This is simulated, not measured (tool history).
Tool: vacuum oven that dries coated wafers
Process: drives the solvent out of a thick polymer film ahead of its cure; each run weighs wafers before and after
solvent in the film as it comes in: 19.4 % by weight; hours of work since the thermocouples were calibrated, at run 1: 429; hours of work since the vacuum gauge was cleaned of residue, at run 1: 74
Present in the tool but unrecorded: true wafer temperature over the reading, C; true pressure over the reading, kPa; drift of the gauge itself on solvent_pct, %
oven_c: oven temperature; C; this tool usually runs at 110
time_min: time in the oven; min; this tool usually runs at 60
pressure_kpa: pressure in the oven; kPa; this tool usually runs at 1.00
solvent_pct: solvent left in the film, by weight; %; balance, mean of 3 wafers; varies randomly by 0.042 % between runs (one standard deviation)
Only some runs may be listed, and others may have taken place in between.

run  hour  oven_c  time_min  pressure_kpa  hours of work since the thermocouples were calibrated  hours of work since the vacuum gauge was cleaned of residue  solvent_pct
  1   0.0     110        60          1.00                                                    429                                                           74         4.19
  2   5.7     110        60          1.00                                                    432                                                           77         4.18
  3  16.1     110        60          1.00                                                    439                                                           84         4.23
  4  24.3     110        60          1.00                                                    445                                                           90         4.18
  5  29.8     110        60          1.00                                                    448                                                           93         4.25
  6  37.2     110        60          1.00                                                    453                                                           98         4.29
  7  44.7     109        31          2.09                                                    458                                                          103         8.65
  8  50.8     114        80          2.09                                                    462                                                          107         2.59
     53.7  -- oven's thermocouples calibrated
  9  63.6     114        80          2.09                                                      6                                                          114         2.54
 10  73.1      96        34          3.66                                                     13                                                          121        12.50
     82.4  -- oven's thermocouples calibrated, once more
 11  83.4     101        60          0.72                                                      1                                                          126         6.81
 12  93.8     110        60          2.43                                                      8                                                          133         4.97

Pick out some run-to-run changes in solvent_pct. Of each, how much would a tool without hidden state show as well, from the settings, what came in and chance, and how much is left for the hidden state and any gauge scatter not in both results compared?
Run 9 -> 10: oven_c 114 -> 96, time_min 80 -> 34, pressure_kpa 2.09 -> 3.66. solvent_pct +9.96 %: hidden state -0.01, all else +9.97.
Run 10 -> 11: oven_c 96 -> 101, time_min 34 -> 60, pressure_kpa 3.66 -> 0.72, oven's thermocouples calibrated, once more. solvent_pct -5.69 %: hidden state +0.03, all else -5.72.

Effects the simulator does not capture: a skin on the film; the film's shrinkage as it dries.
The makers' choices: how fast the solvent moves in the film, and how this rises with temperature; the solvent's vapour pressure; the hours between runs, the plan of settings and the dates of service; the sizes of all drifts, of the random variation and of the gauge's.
